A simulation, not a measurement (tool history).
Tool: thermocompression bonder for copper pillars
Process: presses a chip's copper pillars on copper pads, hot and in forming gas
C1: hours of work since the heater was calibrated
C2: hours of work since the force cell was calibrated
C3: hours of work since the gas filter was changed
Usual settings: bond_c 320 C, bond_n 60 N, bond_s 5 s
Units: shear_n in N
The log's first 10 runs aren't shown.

{"run": 11, "day": 15.846, "bond_c": 320, "bond_n": 60, "bond_s": 12, "C1": 53, "C2": 855, "C3": 211, "shear_n": 92.1}
{"day": 16.129, "done": "forming gas filter changed"}
{"run": 12, "day": 17.721, "bond_c": 320, "bond_n": 60, "bond_s": 12, "C1": 87, "C2": 889, "C3": 29, "shear_n": 91}
{"run": 13, "day": 19.479, "bond_c": 320, "bond_n": 60, "bond_s": 12, "C1": 120, "C2": 922, "C3": 62, "shear_n": 91.4}
{"run": 14, "day": 21.079, "bond_c": 320, "bond_n": 60, "bond_s": 5, "C1": 149, "C2": 951, "C3": 91, "shear_n": 75}
{"run": 15, "day": 22.883, "bond_c": 320, "bond_n": 60, "bond_s": 5, "C1": 183, "C2": 985, "C3": 125, "shear_n": 75.4}
{"run": 16, "day": 24.629, "bond_c": 320, "bond_n": 48, "bond_s": 5, "C1": 215, "C2": 1017, "C3": 157, "shear_n": 65.8}
{"run": 17, "day": 25.9, "bond_c": 320, "bond_n": 60, "bond_s": 15, "C1": 238, "C2": 1040, "C3": 181, "shear_n": 94.5}
{"run": 18, "day": 26.742, "bond_c": 320, "bond_n": 60, "bond_s": 15, "C1": 254, "C2": 1056, "C3": 196, "shear_n": 95}
{"run": 19, "day": 27.721, "bond_c": 320, "bond_n": 60, "bond_s": 15, "C1": 272, "C2": 1074, "C3": 214, "shear_n": 95.5}
{"day": 27.925, "done": "forming gas filter changed"}
{"run": 20, "day": 29.429, "bond_c": 320, "bond_n": 60, "bond_s": 5, "C1": 303, "C2": 1105, "C3": 28, "shear_n": 75.8}
{"run": 21, "day": 30.675, "bond_c": 320, "bond_n": 48, "bond_s": 5, "C1": 326, "C2": 1128, "C3": 51, "shear_n": 67.7}
{"run": 22, "day": 32.112, "bond_c": 302, "bond_n": 46, "bond_s": 9, "C1": 353, "C2": 1155, "C3": 77, "shear_n": 63.7}
{"run": 23, "day": 33.5, "bond_c": 341, "bond_n": 65, "bond_s": 9, "C1": 379, "C2": 1180, "C3": 103, "shear_n": 100.3}
{"run": 24, "day": 34.667, "bond_c": 299, "bond_n": 68, "bond_s": 5, "C1": 400, "C2": 1202, "C3": 125, "shear_n": 63.1}
{"run": 25, "day": 35.588, "bond_c": 299, "bond_n": 68, "bond_s": 5, "C1": 417, "C2": 1219, "C3": 142, "shear_n": 62.2}
{"run": 26, "day": 37.121, "bond_c": 299, "bond_n": 68, "bond_s": 4, "C1": 445, "C2": 1247, "C3": 170, "shear_n": 58.1}

The next listed run, before its measurement:
{"run": 27, "day": 38.454, "bond_c": 309, "bond_n": 71, "bond_s": 7, "C1": 470, "C2": 1272, "C3": 194, "shear_n": "?"}

Run 27 gave shear_n 78.3 N.
Without the tool's hidden state the same run would have given shear_n 78.5 N.

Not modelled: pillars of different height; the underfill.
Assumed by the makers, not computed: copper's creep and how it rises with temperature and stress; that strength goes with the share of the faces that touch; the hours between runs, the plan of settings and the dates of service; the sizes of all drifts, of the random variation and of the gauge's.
